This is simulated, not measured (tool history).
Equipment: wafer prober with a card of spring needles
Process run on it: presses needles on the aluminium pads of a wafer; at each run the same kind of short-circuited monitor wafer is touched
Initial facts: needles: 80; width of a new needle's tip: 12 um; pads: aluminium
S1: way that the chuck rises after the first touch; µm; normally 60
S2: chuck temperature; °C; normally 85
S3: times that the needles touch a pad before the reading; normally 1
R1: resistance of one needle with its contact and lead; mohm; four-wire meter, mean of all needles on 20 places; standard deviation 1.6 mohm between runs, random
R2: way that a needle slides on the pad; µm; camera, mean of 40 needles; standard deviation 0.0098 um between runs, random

run 1 hour=0.0 | S1=60 S2=85 S3=1 | R1=162 R2=9.835
run 2 hour=19.3 | S1=60 S2=46 S3=1 | R1=157 R2=9.828
-- hour=21.1 tips cleaned on abrasive film
run 3 hour=35.6 | S1=60 S2=85 S3=2 | R1=154 R2=9.828
run 4 hour=49.3 | S1=60 S2=30 S3=1 | R1=153 R2=9.808
run 5 hour=61.7 | S1=60 S2=28 S3=1 | R1=153 R2=9.820
-- hour=64.3 height of the first contact set anew
run 6 hour=80.8 | S1=60 S2=118 S3=1 | R1=170 R2=9.759
-- hour=86.1 tips cleaned on abrasive film
run 7 hour=93.3 | S1=60 S2=118 S3=1 | R1=158 R2=9.772
run 8 hour=110.0 | S1=60 S2=118 S3=1 | R1=164 R2=9.776
-- hour=123.8 height of the first contact set anew, once more
run 9 hour=137.7 | S1=60 S2=51 S3=1 | R1=160 R2=9.918
-- hour=150.9 tips cleaned on abrasive film
run 10 hour=162.1 | S1=42 S2=70 S3=2 | R1=154 R2=6.935
run 11 hour=185.3 | S1=45 S2=85 S3=1 | R1=167 R2=7.440
run 12 hour=205.9 | S1=45 S2=72 S3=3 | R1=156 R2=7.434
-- hour=216.0 tips cleaned on abrasive film
run 13 hour=218.3 | S1=45 S2=72 S3=3 | R1=148 R2=7.408
run 14 hour=246.2 | S1=46 S2=94 S3=1 | R1=167 R2=7.577

3 options for the next run, each taken on its own from the tool as it stands now. Forecast them:
run A hour=261.7 | S1=55 S2=123 S3=2 | R1=? R2=?
run B hour=261.7 | S1=55 S2=94 S3=1 | R1=? R2=?
run C hour=261.7 | S1=57 S2=94 S3=1 | R1=? R2=?

run=A R1=166 R2=9.063
run=B R1=166 R2=9.064
run=C R1=162 R2=9.397
What these runs would have given with no unlogged condition in the tool:
run=A R1=157 R2=9.090
run=B R1=151 R2=9.090
run=C R1=148 R2=9.423
